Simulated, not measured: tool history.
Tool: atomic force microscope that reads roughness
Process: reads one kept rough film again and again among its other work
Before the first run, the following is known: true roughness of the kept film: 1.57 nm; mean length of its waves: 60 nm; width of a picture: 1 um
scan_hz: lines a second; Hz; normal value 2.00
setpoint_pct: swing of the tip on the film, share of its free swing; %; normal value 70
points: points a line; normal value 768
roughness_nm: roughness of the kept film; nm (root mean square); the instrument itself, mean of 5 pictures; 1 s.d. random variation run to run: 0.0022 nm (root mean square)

run 1 day=0.000 | scan_hz=2.00 setpoint_pct=70 points=768 | roughness_nm=1.375
run 2 day=0.929 | scan_hz=2.00 setpoint_pct=70 points=768 | roughness_nm=1.373
run 3 day=2.538 | scan_hz=2.00 setpoint_pct=70 points=768 | roughness_nm=1.366
run 4 day=3.304 | scan_hz=2.00 setpoint_pct=70 points=768 | roughness_nm=1.365
run 5 day=4.762 | scan_hz=2.00 setpoint_pct=70 points=768 | roughness_nm=1.355
-- day=5.783 new tip fitted
run 6 day=5.858 | scan_hz=2.00 setpoint_pct=70 points=308 | roughness_nm=1.371
run 7 day=6.554 | scan_hz=2.00 setpoint_pct=70 points=308 | roughness_nm=1.370
run 8 day=8.233 | scan_hz=2.00 setpoint_pct=70 points=997 | roughness_nm=1.364
run 9 day=9.404 | scan_hz=2.00 setpoint_pct=70 points=768 | roughness_nm=1.359
run 10 day=10.979 | scan_hz=2.00 setpoint_pct=70 points=768 | roughness_nm=1.354
-- day=11.592 new tip fitted
run 11 day=12.583 | scan_hz=0.67 setpoint_pct=70 points=768 | roughness_nm=1.454
run 12 day=13.462 | scan_hz=2.00 setpoint_pct=70 points=818 | roughness_nm=1.365
run 13 day=14.912 | scan_hz=2.00 setpoint_pct=70 points=818 | roughness_nm=1.356
run 14 day=15.612 | scan_hz=0.56 setpoint_pct=70 points=768 | roughness_nm=1.460
run 15 day=16.842 | scan_hz=0.56 setpoint_pct=70 points=768 | roughness_nm=1.454
-- day=17.396 new tip fitted
run 16 day=18.458 | scan_hz=2.00 setpoint_pct=70 points=631 | roughness_nm=1.360
-- day=19.454 height scale calibrated on a step standard
run 17 day=19.454 | scan_hz=2.00 setpoint_pct=70 points=631 | roughness_nm=1.389

Forecast run 18:
run 18 day=20.304 | scan_hz=2.00 setpoint_pct=70 points=631 | roughness_nm=?

Run 18 produced roughness_nm 1.383 nm (root mean square).
On a tool with no hidden condition, and with the same random variation, this run would have come out at roughness_nm 1.395 nm (root mean square).
